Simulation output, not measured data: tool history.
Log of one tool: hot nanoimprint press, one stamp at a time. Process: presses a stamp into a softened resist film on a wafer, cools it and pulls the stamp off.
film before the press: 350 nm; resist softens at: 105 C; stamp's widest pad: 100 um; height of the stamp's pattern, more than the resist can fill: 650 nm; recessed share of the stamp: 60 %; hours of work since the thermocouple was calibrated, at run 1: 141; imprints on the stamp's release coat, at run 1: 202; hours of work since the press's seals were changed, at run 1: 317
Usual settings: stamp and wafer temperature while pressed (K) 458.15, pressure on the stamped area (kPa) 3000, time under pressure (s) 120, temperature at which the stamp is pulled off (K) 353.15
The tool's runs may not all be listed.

run	hour	stamp and wafer temperature while pressed (K)	pressure on the stamped area (kPa)	time under pressure (s)	temperature at which the stamp is pulled off (K)	hours of work since the thermocouple was calibrated	imprints on the stamp's release coat	hours of work since the press's seals were changed	resist left under the stamp's widest pad (angstrom)	greatest force while the stamp is pulled off (N)
1	0.0	458.15	3000	120	353.15	141	202	317	1421	164
2	22.7	458.15	3000	120	353.15	158	267	333	1435	162
3	45.5	458.15	3000	120	353.15	174	333	350	1409	162
4	64.3	458.15	3000	120	353.15	188	386	364	1426	165
5	84.3	458.15	3000	120	353.15	203	444	379	1430	171
6	104.8	458.15	3000	120	353.15	218	503	394	1455	169
# hour 115.1: stamp cleaned and given a new release coat
7	120.7	458.15	3000	120	353.15	225	16	401	1448	154
8	139.6	458.15	3000	120	353.15	239	70	415	1433	153
9	156.1	458.15	3000	120	353.15	252	118	428	1439	161
10	173.8	458.15	3000	120	353.15	265	168	441	1445	160
11	185.9	458.15	3000	120	353.15	274	203	449	1444	158
12	198.8	458.15	3000	120	353.15	283	240	459	1439	162
# hour 203.1: plate thermocouple calibrated
13	217.5	458.15	3000	122	353.15	11	285	471	1449	171
14	240.8	458.15	3000	122	353.15	28	352	488	1480	172

Run 15 comes next. What will it give?
15	251.0	458.15	3000	120	353.15	35	381	495	?	?

Run 15 gave resist left under the stamp's widest pad (angstrom) 1486, greatest force while the stamp is pulled off (N) 176.
Without the tool's hidden state the same run would have given resist left under the stamp's widest pad (angstrom) 1382, greatest force while the stamp is pulled off (N) 152.

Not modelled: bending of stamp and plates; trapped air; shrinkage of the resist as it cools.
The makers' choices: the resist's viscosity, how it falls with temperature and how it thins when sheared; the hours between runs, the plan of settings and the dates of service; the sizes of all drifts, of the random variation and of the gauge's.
